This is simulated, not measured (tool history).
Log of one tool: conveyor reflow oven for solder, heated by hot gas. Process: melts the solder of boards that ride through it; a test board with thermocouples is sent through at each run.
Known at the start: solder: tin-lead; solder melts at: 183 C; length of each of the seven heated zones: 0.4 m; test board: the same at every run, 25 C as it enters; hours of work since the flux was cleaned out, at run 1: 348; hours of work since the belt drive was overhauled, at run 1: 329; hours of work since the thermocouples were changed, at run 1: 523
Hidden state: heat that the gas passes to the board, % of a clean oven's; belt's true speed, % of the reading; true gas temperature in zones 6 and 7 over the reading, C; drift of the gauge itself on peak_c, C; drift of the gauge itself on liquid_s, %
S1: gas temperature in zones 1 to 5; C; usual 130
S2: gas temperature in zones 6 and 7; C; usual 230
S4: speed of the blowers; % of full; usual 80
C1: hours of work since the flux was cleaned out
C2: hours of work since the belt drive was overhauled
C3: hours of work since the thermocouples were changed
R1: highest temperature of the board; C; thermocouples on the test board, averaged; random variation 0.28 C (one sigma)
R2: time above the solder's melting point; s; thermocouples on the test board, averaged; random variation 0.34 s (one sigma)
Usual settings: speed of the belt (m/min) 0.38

run 1 day=0 | S1=130 S2=230 speed_of_the_belt_(m/min)=0.38 S4=80 | C1=348 C2=329 C3=523 | R1=216.7 R2=91
-- day=0.612 flux residue cleaned out of gas plates and filters
run 2 day=0.883 | S1=130 S2=230 speed_of_the_belt_(m/min)=0.38 S4=80 | C1=4 C2=340 C3=534 | R1=217.3 R2=91.3
run 3 day=1.821 | S1=130 S2=230 speed_of_the_belt_(m/min)=0.38 S4=72 | C1=18 C2=354 C3=548 | R1=215.7 R2=89.1
run 4 day=2.525 | S1=130 S2=230 speed_of_the_belt_(m/min)=0.428 S4=80 | C1=29 C2=365 C3=559 | R1=212.9 R2=75.2
run 5 day=3.525 | S1=130 S2=230 speed_of_the_belt_(m/min)=0.38 S4=80 | C1=44 C2=380 C3=574 | R1=216.7 R2=91.5
run 6 day=4.517 | S1=130 S2=230 speed_of_the_belt_(m/min)=0.38 S4=80 | C1=59 C2=395 C3=589 | R1=217 R2=91.1
run 7 day=5.121 | S1=130 S2=230 speed_of_the_belt_(m/min)=0.38 S4=80 | C1=69 C2=404 C3=598 | R1=216.4 R2=91.1
run 8 day=5.733 | S1=130 S2=230 speed_of_the_belt_(m/min)=0.38 S4=80 | C1=78 C2=413 C3=607 | R1=216.7 R2=91
run 9 day=6.783 | S1=130 S2=230 speed_of_the_belt_(m/min)=0.38 S4=80 | C1=94 C2=429 C3=623 | R1=217.2 R2=91.3
run 10 day=7.767 | S1=130 S2=230 speed_of_the_belt_(m/min)=0.38 S4=80 | C1=109 C2=444 C3=638 | R1=217.4 R2=91
run 11 day=8.512 | S1=130 S2=218 speed_of_the_belt_(m/min)=0.38 S4=80 | C1=120 C2=456 C3=650 | R1=206.4 R2=75.9
run 12 day=8.975 | S1=130 S2=230 speed_of_the_belt_(m/min)=0.38 S4=80 | C1=127 C2=463 C3=657 | R1=216.9 R2=90.6
run 13 day=9.542 | S1=130 S2=239 speed_of_the_belt_(m/min)=0.38 S4=80 | C1=136 C2=471 C3=665 | R1=225.1 R2=100.2
run 14 day=10.638 | S1=130 S2=220 speed_of_the_belt_(m/min)=0.38 S4=80 | C1=153 C2=488 C3=682 | R1=207.9 R2=79.4
run 15 day=11.204 | S1=130 S2=224 speed_of_the_belt_(m/min)=0.38 S4=80 | C1=161 C2=497 C3=691 | R1=211.4 R2=84.6
run 16 day=12.092 | S1=130 S2=224 speed_of_the_belt_(m/min)=0.38 S4=80 | C1=175 C2=510 C3=704 | R1=211.8 R2=84.6
run 17 day=12.954 | S1=127 S2=230 speed_of_the_belt_(m/min)=0.32 S4=64 | C1=188 C2=523 C3=717 | R1=218.8 R2=110.2
run 18 day=13.912 | S1=135 S2=220 speed_of_the_belt_(m/min)=0.336 S4=55 | C1=202 C2=538 C3=732 | R1=207.9 R2=92.5

The next listed run, before its measurement:
run 19 day=14.55 | S1=135 S2=220 speed_of_the_belt_(m/min)=0.336 S4=55 | C1=212 C2=548 C3=742 | R1=? R2=?

Run 19 gave R1 207.6 C, R2 91.7 s.
Without the tool's hidden state the same run would have given R1 207.5 C, R2 91.6 s.

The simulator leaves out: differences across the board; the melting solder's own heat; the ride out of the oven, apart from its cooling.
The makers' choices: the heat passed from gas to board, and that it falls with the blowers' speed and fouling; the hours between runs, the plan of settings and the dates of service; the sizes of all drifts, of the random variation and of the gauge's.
